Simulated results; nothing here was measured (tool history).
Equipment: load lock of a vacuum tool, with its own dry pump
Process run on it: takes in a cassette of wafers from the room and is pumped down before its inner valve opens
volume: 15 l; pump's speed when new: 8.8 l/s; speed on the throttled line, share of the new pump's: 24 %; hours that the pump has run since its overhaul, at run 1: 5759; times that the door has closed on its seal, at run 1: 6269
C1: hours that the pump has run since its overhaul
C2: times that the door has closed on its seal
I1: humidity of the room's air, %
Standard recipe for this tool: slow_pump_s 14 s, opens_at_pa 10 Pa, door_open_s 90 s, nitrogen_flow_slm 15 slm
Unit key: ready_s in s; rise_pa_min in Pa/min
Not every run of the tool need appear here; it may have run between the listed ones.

run 1 hour=0.0 | slow_pump_s=14 opens_at_pa=10 door_open_s=90 nitrogen_flow_slm=15 | C1=5759 C2=6269 | I1=44.9 | ready_s=29.1 rise_pa_min=0.073
run 2 hour=100.6 | slow_pump_s=14 opens_at_pa=10 door_open_s=90 nitrogen_flow_slm=15 | C1=5860 C2=6726 | I1=47.0 | ready_s=29.2 rise_pa_min=0.085
run 3 hour=204.6 | slow_pump_s=14 opens_at_pa=10 door_open_s=90 nitrogen_flow_slm=15 | C1=5964 C2=7200 | I1=47.8 | ready_s=29.2 rise_pa_min=0.083
run 4 hour=252.5 | slow_pump_s=14 opens_at_pa=10 door_open_s=90 nitrogen_flow_slm=15 | C1=6012 C2=7418 | I1=40.2 | ready_s=29.0 rise_pa_min=0.084
run 5 hour=367.9 | slow_pump_s=14 opens_at_pa=10 door_open_s=90 nitrogen_flow_slm=15 | C1=6127 C2=7943 | I1=46.2 | ready_s=29.4 rise_pa_min=0.087
run 6 hour=440.9 | slow_pump_s=14 opens_at_pa=10 door_open_s=90 nitrogen_flow_slm=15 | C1=6200 C2=8275 | I1=46.7 | ready_s=29.0 rise_pa_min=0.095
run 7 hour=556.1 | slow_pump_s=14 opens_at_pa=10 door_open_s=90 nitrogen_flow_slm=15 | C1=6315 C2=8799 | I1=45.3 | ready_s=29.1 rise_pa_min=0.092
run 8 hour=624.5 | slow_pump_s=14 opens_at_pa=10 door_open_s=90 nitrogen_flow_slm=15 | C1=6384 C2=9110 | I1=48.4 | ready_s=29.2 rise_pa_min=0.103
run 9 hour=726.2 | slow_pump_s=14 opens_at_pa=10 door_open_s=90 nitrogen_flow_slm=15 | C1=6485 C2=9573 | I1=45.8 | ready_s=29.9 rise_pa_min=0.107
run 10 hour=778.3 | slow_pump_s=14 opens_at_pa=19 door_open_s=90 nitrogen_flow_slm=15 | C1=6537 C2=9810 | I1=46.2 | ready_s=28.3 rise_pa_min=0.106
run 11 hour=831.5 | slow_pump_s=14 opens_at_pa=19 door_open_s=90 nitrogen_flow_slm=15 | C1=6591 C2=10052 | I1=45.3 | ready_s=28.7 rise_pa_min=0.107
run 12 hour=897.3 | slow_pump_s=14 opens_at_pa=19 door_open_s=90 nitrogen_flow_slm=15 | C1=6656 C2=10352 | I1=43.0 | ready_s=28.1 rise_pa_min=0.114
run 13 hour=976.4 | slow_pump_s=15 opens_at_pa=19 door_open_s=90 nitrogen_flow_slm=15 | C1=6735 C2=10711 | I1=44.7 | ready_s=29.1 rise_pa_min=0.120
run 14 hour=1086.2 | slow_pump_s=15 opens_at_pa=19 door_open_s=90 nitrogen_flow_slm=15 | C1=6845 C2=11211 | I1=44.5 | ready_s=28.9 rise_pa_min=0.121
run 15 hour=1170.9 | slow_pump_s=12 opens_at_pa=19 door_open_s=90 nitrogen_flow_slm=15 | C1=6930 C2=11596 | I1=48.1 | ready_s=27.5 rise_pa_min=0.127
run 16 hour=1263.0 | slow_pump_s=14 opens_at_pa=10 door_open_s=97 nitrogen_flow_slm=15 | C1=7022 C2=12016 | I1=48.1 | ready_s=30.0 rise_pa_min=0.136
run 17 hour=1333.9 | slow_pump_s=14 opens_at_pa=17 door_open_s=156 nitrogen_flow_slm=6 | C1=7093 C2=12338 | I1=46.5 | ready_s=29.0 rise_pa_min=0.161
run 18 hour=1394.3 | slow_pump_s=14 opens_at_pa=17 door_open_s=156 nitrogen_flow_slm=6 | C1=7153 C2=12613 | I1=47.1 | ready_s=28.0 rise_pa_min=0.167
run 19 hour=1500.9 | slow_pump_s=25 opens_at_pa=10 door_open_s=90 nitrogen_flow_slm=4 | C1=7260 C2=13098 | I1=42.2 | ready_s=38.7 rise_pa_min=0.154
run 20 hour=1587.0 | slow_pump_s=26 opens_at_pa=10 door_open_s=160 nitrogen_flow_slm=15 | C1=7346 C2=13490 | I1=45.4 | ready_s=38.9 rise_pa_min=0.158
run 21 hour=1695.6 | slow_pump_s=14 opens_at_pa=10 door_open_s=29 nitrogen_flow_slm=6 | C1=7455 C2=13984 | I1=46.1 | ready_s=30.2 rise_pa_min=0.143
run 22 hour=1751.4 | slow_pump_s=8 opens_at_pa=7 door_open_s=77 nitrogen_flow_slm=9 | C1=7511 C2=14238 | I1=49.5 | ready_s=26.8 rise_pa_min=0.163
run 23 hour=1808.6 | slow_pump_s=8 opens_at_pa=7 door_open_s=77 nitrogen_flow_slm=9 | C1=7568 C2=14498 | I1=45.7 | ready_s=27.7 rise_pa_min=0.168

How would selected steps in ready_s from run to run divide? Give the signed amount a tool lacking its hidden state would still show from settings, what came in and random variation, and the signed amount left for the hidden state, including any gauge scatter that is not in both of the compared results.
The tool's hidden condition here consists of: pump's speed, % of a new pump's; leak at the door's seal, Pa l/s; drift of the gauge itself on ready_s, %; drift of the gauge itself on rise_pa_min, %.
Run 18 -> 19: slow_pump_s 14 -> 25, opens_at_pa 17 -> 10, door_open_s 156 -> 90, nitrogen_flow_slm 6 -> 4. ready_s +10.7 s: hidden state -0.4, all else +11.1.
Run 20 -> 21: slow_pump_s 26 -> 14, door_open_s 160 -> 29, nitrogen_flow_slm 15 -> 6. ready_s -8.7 s: hidden state +1.0, all else -9.7.
Run 21 -> 22: slow_pump_s 14 -> 8, opens_at_pa 10 -> 7, door_open_s 29 -> 77, nitrogen_flow_slm 6 -> 9. ready_s -3.4 s: hidden state +0.6, all else -4.0.
